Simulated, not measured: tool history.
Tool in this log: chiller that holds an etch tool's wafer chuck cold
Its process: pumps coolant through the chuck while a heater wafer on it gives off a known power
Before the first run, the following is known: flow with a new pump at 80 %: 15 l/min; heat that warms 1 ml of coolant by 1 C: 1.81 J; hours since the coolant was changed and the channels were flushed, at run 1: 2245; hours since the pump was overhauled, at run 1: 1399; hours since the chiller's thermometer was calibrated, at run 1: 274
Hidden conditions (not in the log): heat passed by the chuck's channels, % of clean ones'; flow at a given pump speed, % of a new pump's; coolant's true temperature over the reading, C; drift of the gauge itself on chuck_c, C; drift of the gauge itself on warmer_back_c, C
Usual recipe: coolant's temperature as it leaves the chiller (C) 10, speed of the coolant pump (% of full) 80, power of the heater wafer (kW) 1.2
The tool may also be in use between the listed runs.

run     day  coolant's temperature as it leaves the chiller (C)  speed of the coolant pump (% of full)  power of the heater wafer (kW)  hours since the coolant was changed and the channels were flushed  hours since the pump was overhauled  hours since the chiller's thermometer was calibrated  chuck's temperature once it has settled (C)  how much warmer the coolant comes back (C)
  1       0                                                  10                                     80                             1.2                                                               2245                                 1399                                                   274                                         21.4                                        2.67
  2   2.454                                                  10                                     80                             1.2                                                               2304                                 1458                                                   333                                         21.5                                        2.65
  3   4.896                                                  10                                     80                             1.2                                                               2362                                 1516                                                   392                                         21.4                                        2.65
  4   8.242                                                  10                                     80                             1.2                                                               2443                                 1597                                                   472                                         21.5                                        2.67
  5  10.646                                                  10                                     80                             1.2                                                               2500                                 1654                                                   530                                         21.4                                        2.68
  6  12.938                                                  10                                     80                             1.2                                                               2555                                 1709                                                   585                                         21.5                                        2.67
  7  16.079                                                  10                                     80                             1.2                                                               2631                                 1785                                                   660                                         21.7                                        2.66
  8  18.504                                                  10                                     80                             1.2                                                               2689                                 1843                                                   718                                         21.6                                        2.64
  9  22.358                                                  10                                     80                             1.2                                                               2781                                 1935                                                   811                                         21.4                                        2.63
 10  24.054                                                  10                                     80                             1.2                                                               2822                                 1976                                                   851                                         21.7                                        2.63
 11   27.55                                                  10                                     80                             1.2                                                               2906                                 2060                                                   935                                         21.5                                        2.67
 12  29.292                                                  10                                     80                             1.2                                                               2948                                 2102                                                   977                                         21.2                                        2.63
 13  32.821                                                  10                                     80                             1.2                                                               3032                                 2186                                                  1062                                         21.4                                        2.64
 14  36.462                                                  10                                     80                             1.2                                                               3120                                 2274                                                  1149                                         21.6                                        2.67
 15  39.867                                                  10                                     80                             1.2                                                               3201                                 2355                                                  1231                                         21.4                                         2.7
 16  42.275                                                  10                                     80                             1.2                                                               3259                                 2413                                                  1289                                         21.4                                        2.65
 17  46.083                                                  10                                     80                             1.2                                                               3351                                 2505                                                  1380                                         21.5                                         2.7
 18  47.821                                                   1                                     80                           0.861                                                               3392                                 2546                                                  1422                                          9.3                                        1.92
 19    49.9                                                   9                                     62                           0.797                                                               3442                                 2596                                                  1472                                         18.6                                        2.32
 20  53.471                                                   9                                     62                           0.797                                                               3528                                 2682                                                  1557                                         18.5                                        2.31
 21  55.183                                                  10                                     96                             1.2                                                               3569                                 2723                                                  1599                                         19.9                                         2.2
 22  58.729                                                  10                                     60                           0.801                                                               3654                                 2808                                                  1684                                         19.7                                        2.37
     59.579  -- coolant changed, channels flushed
 23  61.229                                                  19                                     61                           0.962                                                                 40                                 2862                                                  1738                                         30.6                                         2.8
 24  64.442                                                  19                                     61                           0.755                                                                117                                 2939                                                  1815                                         27.9                                        2.19
 25  67.571                                                   2                                     80                           0.891                                                                192                                 3014                                                  1890                                         10.3                                        1.98
 26  69.171                                                   7                                     73                           0.753                                                                230                                 3053                                                  1928                                         14.7                                        1.82
 27  72.783                                                  10                                     65                           1.412                                                                317                                 3140                                                  2015                                         26.1                                        3.88
 28  74.925                                                   3                                     96                           1.189                                                                368                                 3191                                                  2066                                         12.8                                        2.21
 29  77.238                                                   4                                     96                           0.746                                                                424                                 3246                                                  2122                                           10                                        1.37
 30  80.225                                                   6                                     64                           0.748                                                                495                                 3318                                                  2194                                         14.5                                        2.11
 31  82.967                                                   6                                     75                           0.692                                                                561                                 3384                                                  2259                                         12.9                                        1.64

Describe how what the log doesn't record of the tool's condition differs between the last listed run preceding each entry between runs and the first listed run following it.
Runs 22 to 23: coolant changed, channels flushed (day 59.579)
  heat passed by the chuck's channels, % of clean ones': 99.7 -> 100
